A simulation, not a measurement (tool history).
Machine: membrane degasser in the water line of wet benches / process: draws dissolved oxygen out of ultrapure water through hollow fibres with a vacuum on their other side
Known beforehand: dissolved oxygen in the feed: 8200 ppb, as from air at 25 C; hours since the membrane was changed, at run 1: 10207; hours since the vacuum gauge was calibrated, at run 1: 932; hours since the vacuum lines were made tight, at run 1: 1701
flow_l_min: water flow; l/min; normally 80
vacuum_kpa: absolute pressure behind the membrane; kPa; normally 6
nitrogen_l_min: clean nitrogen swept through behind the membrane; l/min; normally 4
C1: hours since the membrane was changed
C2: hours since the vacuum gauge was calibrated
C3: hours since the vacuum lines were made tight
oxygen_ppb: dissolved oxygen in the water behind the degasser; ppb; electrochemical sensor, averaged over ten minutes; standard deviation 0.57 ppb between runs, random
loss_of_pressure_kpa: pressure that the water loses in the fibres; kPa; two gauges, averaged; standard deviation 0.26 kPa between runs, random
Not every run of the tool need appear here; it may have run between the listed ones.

{"run": 1, "day": 0.0, "flow_l_min": 80, "vacuum_kpa": 6, "nitrogen_l_min": 4, "C1": 10207, "C2": 932, "C3": 1701, "oxygen_ppb": 128.5, "loss_of_pressure_kpa": 69.11}
{"run": 2, "day": 10.525, "flow_l_min": 80, "vacuum_kpa": 6, "nitrogen_l_min": 4, "C1": 10460, "C2": 1185, "C3": 1954, "oxygen_ppb": 128.8, "loss_of_pressure_kpa": 69.42}
{"run": 3, "day": 20.012, "flow_l_min": 80, "vacuum_kpa": 6, "nitrogen_l_min": 4, "C1": 10688, "C2": 1412, "C3": 2182, "oxygen_ppb": 127.6, "loss_of_pressure_kpa": 68.97}
{"run": 4, "day": 26.046, "flow_l_min": 80, "vacuum_kpa": 6, "nitrogen_l_min": 4, "C1": 10832, "C2": 1557, "C3": 2326, "oxygen_ppb": 128.7, "loss_of_pressure_kpa": 69.33}
{"run": 5, "day": 30.912, "flow_l_min": 80, "vacuum_kpa": 6, "nitrogen_l_min": 4, "C1": 10949, "C2": 1674, "C3": 2443, "oxygen_ppb": 128.6, "loss_of_pressure_kpa": 69.37}
{"run": 6, "day": 38.754, "flow_l_min": 80, "vacuum_kpa": 9.67, "nitrogen_l_min": 4, "C1": 11137, "C2": 1862, "C3": 2631, "oxygen_ppb": 285.8, "loss_of_pressure_kpa": 69.46}
{"run": 7, "day": 46.5, "flow_l_min": 80, "vacuum_kpa": 9.67, "nitrogen_l_min": 4, "C1": 11323, "C2": 2048, "C3": 2817, "oxygen_ppb": 284.2, "loss_of_pressure_kpa": 69.2}
{"run": 8, "day": 52.921, "flow_l_min": 80, "vacuum_kpa": 6, "nitrogen_l_min": 4, "C1": 11477, "C2": 2202, "C3": 2971, "oxygen_ppb": 127.5, "loss_of_pressure_kpa": 69.28}
{"run": 9, "day": 61.433, "flow_l_min": 80, "vacuum_kpa": 6, "nitrogen_l_min": 4, "C1": 11682, "C2": 2406, "C3": 3176, "oxygen_ppb": 128.9, "loss_of_pressure_kpa": 69.63}
{"run": 10, "day": 67.771, "flow_l_min": 80, "vacuum_kpa": 6, "nitrogen_l_min": 4, "C1": 11834, "C2": 2558, "C3": 3328, "oxygen_ppb": 128.7, "loss_of_pressure_kpa": 69.14}
{"run": 11, "day": 78.412, "flow_l_min": 80, "vacuum_kpa": 6, "nitrogen_l_min": 4, "C1": 12089, "C2": 2814, "C3": 3583, "oxygen_ppb": 128.4, "loss_of_pressure_kpa": 69.29}
{"run": 12, "day": 88.983, "flow_l_min": 80, "vacuum_kpa": 11.72, "nitrogen_l_min": 4, "C1": 12343, "C2": 3068, "C3": 3837, "oxygen_ppb": 368.1, "loss_of_pressure_kpa": 69.14}
{"run": 13, "day": 93.942, "flow_l_min": 80, "vacuum_kpa": 6, "nitrogen_l_min": 4, "C1": 12462, "C2": 3187, "C3": 3956, "oxygen_ppb": 128.5, "loss_of_pressure_kpa": 69.32}
{"run": 14, "day": 102.779, "flow_l_min": 80, "vacuum_kpa": 6, "nitrogen_l_min": 4, "C1": 12674, "C2": 3399, "C3": 4168, "oxygen_ppb": 128.6, "loss_of_pressure_kpa": 68.87}
{"run": 15, "day": 111.15, "flow_l_min": 80, "vacuum_kpa": 6, "nitrogen_l_min": 4, "C1": 12875, "C2": 3600, "C3": 4369, "oxygen_ppb": 128.7, "loss_of_pressure_kpa": 69.17}
{"run": 16, "day": 117.975, "flow_l_min": 80, "vacuum_kpa": 6, "nitrogen_l_min": 4, "C1": 13039, "C2": 3763, "C3": 4533, "oxygen_ppb": 129, "loss_of_pressure_kpa": 69.29}
{"run": 17, "day": 126.271, "flow_l_min": 80, "vacuum_kpa": 6, "nitrogen_l_min": 4, "C1": 13238, "C2": 3963, "C3": 4732, "oxygen_ppb": 127.7, "loss_of_pressure_kpa": 69.32}
{"run": 18, "day": 131.488, "flow_l_min": 80, "vacuum_kpa": 6, "nitrogen_l_min": 4, "C1": 13363, "C2": 4088, "C3": 4857, "oxygen_ppb": 127.6, "loss_of_pressure_kpa": 69.14}
{"run": 19, "day": 137.283, "flow_l_min": 75, "vacuum_kpa": 3.8, "nitrogen_l_min": 4, "C1": 13502, "C2": 4227, "C3": 4996, "oxygen_ppb": 28.8, "loss_of_pressure_kpa": 64.7}
{"day": 138.092, "done": "membrane cartridge changed"}
{"run": 20, "day": 144.871, "flow_l_min": 75, "vacuum_kpa": 3.8, "nitrogen_l_min": 4, "C1": 163, "C2": 4405, "C3": 5174, "oxygen_ppb": 28.8, "loss_of_pressure_kpa": 64.73}
{"run": 21, "day": 154.296, "flow_l_min": 80, "vacuum_kpa": 6, "nitrogen_l_min": 5.34, "C1": 389, "C2": 4631, "C3": 5400, "oxygen_ppb": 100.3, "loss_of_pressure_kpa": 68.64}
{"run": 22, "day": 160.604, "flow_l_min": 80, "vacuum_kpa": 6, "nitrogen_l_min": 5.34, "C1": 540, "C2": 4782, "C3": 5552, "oxygen_ppb": 100.8, "loss_of_pressure_kpa": 68.63}
{"run": 23, "day": 169.254, "flow_l_min": 116, "vacuum_kpa": 11.84, "nitrogen_l_min": 2.16, "C1": 748, "C2": 4990, "C3": 5759, "oxygen_ppb": 829.7, "loss_of_pressure_kpa": 100.3}
{"run": 24, "day": 177.621, "flow_l_min": 64, "vacuum_kpa": 7.74, "nitrogen_l_min": 2.57, "C1": 949, "C2": 5191, "C3": 5960, "oxygen_ppb": 239, "loss_of_pressure_kpa": 55.42}
{"run": 25, "day": 186.804, "flow_l_min": 80, "vacuum_kpa": 6, "nitrogen_l_min": 3.96, "C1": 1169, "C2": 5411, "C3": 6181, "oxygen_ppb": 130.6, "loss_of_pressure_kpa": 69.03}
{"run": 26, "day": 193.975, "flow_l_min": 80, "vacuum_kpa": 6, "nitrogen_l_min": 3.96, "C1": 1341, "C2": 5583, "C3": 6353, "oxygen_ppb": 130.3, "loss_of_pressure_kpa": 69.13}
{"day": 196.267, "done": "vacuum gauge calibrated"}
{"run": 27, "day": 199.888, "flow_l_min": 80, "vacuum_kpa": 9.24, "nitrogen_l_min": 3.13, "C1": 1483, "C2": 87, "C3": 6494, "oxygen_ppb": 327, "loss_of_pressure_kpa": 69.12}
{"run": 28, "day": 206.233, "flow_l_min": 80, "vacuum_kpa": 12.38, "nitrogen_l_min": 6.75, "C1": 1635, "C2": 239, "C3": 6646, "oxygen_ppb": 252.3, "loss_of_pressure_kpa": 69.5}
{"run": 29, "day": 215.558, "flow_l_min": 105, "vacuum_kpa": 5.98, "nitrogen_l_min": 10.77, "C1": 1859, "C2": 463, "C3": 6870, "oxygen_ppb": 83, "loss_of_pressure_kpa": 90.81}
{"run": 30, "day": 226.129, "flow_l_min": 105, "vacuum_kpa": 5.98, "nitrogen_l_min": 10.77, "C1": 2112, "C2": 717, "C3": 7124, "oxygen_ppb": 83.6, "loss_of_pressure_kpa": 90.02}
{"day": 229.971, "done": "seals of the vacuum lines changed"}
{"run": 31, "day": 233.842, "flow_l_min": 80, "vacuum_kpa": 6, "nitrogen_l_min": 5.74, "C1": 2295, "C2": 900, "C3": 93, "oxygen_ppb": 94, "loss_of_pressure_kpa": 69.19}
{"run": 32, "day": 243.871, "flow_l_min": 127, "vacuum_kpa": 14.83, "nitrogen_l_min": 6.23, "C1": 2536, "C2": 1140, "C3": 334, "oxygen_ppb": 532.8, "loss_of_pressure_kpa": 109.78}

For each entry between runs, how does the tool's hidden state at the last listed run before it compare with that at the first listed run after it?
From run 19 to run 20: membrane cartridge changed (day 138.092)
  membrane still open, %: 99.9 -> 100
From run 26 to run 27: vacuum gauge calibrated (day 196.267)
  the hidden state is the same at both runs
From run 30 to run 31: seals of the vacuum lines changed (day 229.971)
  air that leaks in behind the membrane, l/min: 0.0021 -> 0.002

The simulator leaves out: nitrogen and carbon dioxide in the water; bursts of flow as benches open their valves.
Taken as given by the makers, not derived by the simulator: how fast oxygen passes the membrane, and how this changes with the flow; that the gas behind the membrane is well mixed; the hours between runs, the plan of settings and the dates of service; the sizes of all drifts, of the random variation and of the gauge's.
